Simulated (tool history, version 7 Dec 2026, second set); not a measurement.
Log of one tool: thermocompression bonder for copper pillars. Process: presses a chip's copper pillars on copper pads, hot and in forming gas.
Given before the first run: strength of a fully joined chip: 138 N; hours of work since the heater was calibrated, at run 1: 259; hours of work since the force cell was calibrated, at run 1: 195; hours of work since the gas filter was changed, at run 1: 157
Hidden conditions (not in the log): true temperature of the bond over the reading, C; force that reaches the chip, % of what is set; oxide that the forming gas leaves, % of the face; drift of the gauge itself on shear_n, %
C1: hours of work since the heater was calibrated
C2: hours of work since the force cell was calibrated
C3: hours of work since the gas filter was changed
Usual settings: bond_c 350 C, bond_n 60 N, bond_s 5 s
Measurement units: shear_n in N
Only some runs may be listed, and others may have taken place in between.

{"run": 1, "hour": 0.0, "bond_c": 350, "bond_n": 60, "bond_s": 5, "C1": 259, "C2": 195, "C3": 157, "shear_n": 69.1}
{"run": 2, "hour": 5.1, "bond_c": 350, "bond_n": 60, "bond_s": 8, "C1": 262, "C2": 199, "C3": 160, "shear_n": 79.5}
{"run": 3, "hour": 9.3, "bond_c": 350, "bond_n": 49, "bond_s": 8, "C1": 265, "C2": 202, "C3": 163, "shear_n": 66.5}
{"run": 4, "hour": 13.7, "bond_c": 350, "bond_n": 49, "bond_s": 8, "C1": 268, "C2": 205, "C3": 166, "shear_n": 67.2}
{"run": 5, "hour": 17.9, "bond_c": 350, "bond_n": 60, "bond_s": 5, "C1": 271, "C2": 208, "C3": 169, "shear_n": 67.9}
{"run": 6, "hour": 23.8, "bond_c": 350, "bond_n": 60, "bond_s": 5, "C1": 275, "C2": 212, "C3": 173, "shear_n": 68.9}
{"run": 7, "hour": 30.0, "bond_c": 331, "bond_n": 55, "bond_s": 10, "C1": 280, "C2": 216, "C3": 177, "shear_n": 68.1}
{"run": 8, "hour": 39.2, "bond_c": 331, "bond_n": 55, "bond_s": 10, "C1": 286, "C2": 223, "C3": 184, "shear_n": 70.1}
{"run": 9, "hour": 48.1, "bond_c": 331, "bond_n": 55, "bond_s": 10, "C1": 292, "C2": 229, "C3": 190, "shear_n": 69.4}
{"run": 10, "hour": 52.0, "bond_c": 331, "bond_n": 55, "bond_s": 10, "C1": 295, "C2": 232, "C3": 193, "shear_n": 67.9}
{"run": 11, "hour": 57.3, "bond_c": 350, "bond_n": 43, "bond_s": 11, "C1": 299, "C2": 235, "C3": 197, "shear_n": 65.1}
{"run": 12, "hour": 62.0, "bond_c": 377, "bond_n": 81, "bond_s": 11, "C1": 302, "C2": 239, "C3": 200, "shear_n": 117.0}

Forecast each of these 3 alternatives for the next run:
{"run": "A", "hour": 71.1, "bond_c": 377, "bond_n": 81, "bond_s": 5, "C1": 308, "C2": 245, "C3": 206, "shear_n": "?"}
{"run": "B", "hour": 71.1, "bond_c": 377, "bond_n": 47, "bond_s": 13, "C1": 308, "C2": 245, "C3": 206, "shear_n": "?"}
{"run": "C", "hour": 71.1, "bond_c": 320, "bond_n": 42, "bond_s": 5, "C1": 308, "C2": 245, "C3": 206, "shear_n": "?"}

run=A shear_n=99.5
run=B shear_n=89.6
run=C shear_n=35.2
With the hidden condition removed and each run's random variation left untouched, the same runs would have given:
run=A shear_n=105.1
run=B shear_n=94.5
run=C shear_n=36.9
